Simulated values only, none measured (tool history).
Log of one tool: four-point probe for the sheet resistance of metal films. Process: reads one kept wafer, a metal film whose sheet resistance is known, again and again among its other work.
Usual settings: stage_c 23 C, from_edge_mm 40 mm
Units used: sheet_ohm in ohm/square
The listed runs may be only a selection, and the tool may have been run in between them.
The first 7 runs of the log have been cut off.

run,hour,stage_c,from_edge_mm,sheet_ohm
8,251.3,23,40,2.270707
9,287.5,23,40,2.270387
10,320.8,23,40,2.271610
11,343.7,23,40,2.271366
12,368.8,23,40,2.271144
13,391.4,23,40,2.271541
14,420.1,23,40,2.272161
15,463.3,23,40,2.271914
16,506.3,23,40,2.272419
17,548.1,23,19,2.277365
# hour 566.6: new probe head fitted
18,580.1,31,3,2.459437
19,631.0,31,3,2.460111
20,676.1,31,3,2.460447
21,721.8,35,19,2.273853
22,754.4,34,23,2.271355
23,795.1,34,23,2.271381
24,836.6,34,23,2.272065
25,871.8,31,3,2.462084
26,897.1,25,16,2.263796
27,922.5,23,39,2.254728
28,968.3,23,39,2.255083
29,1012.4,22,72,2.253139
30,1042.7,23,71,2.254098
31,1087.9,23,71,2.255715

Forecast run 32:
32,1109.2,21,71,?

sheet_ohm: 2.252672 ohm/square
The same run, on a tool lacking any hidden state, would have yielded sheet_ohm 2.241234 ohm/square.
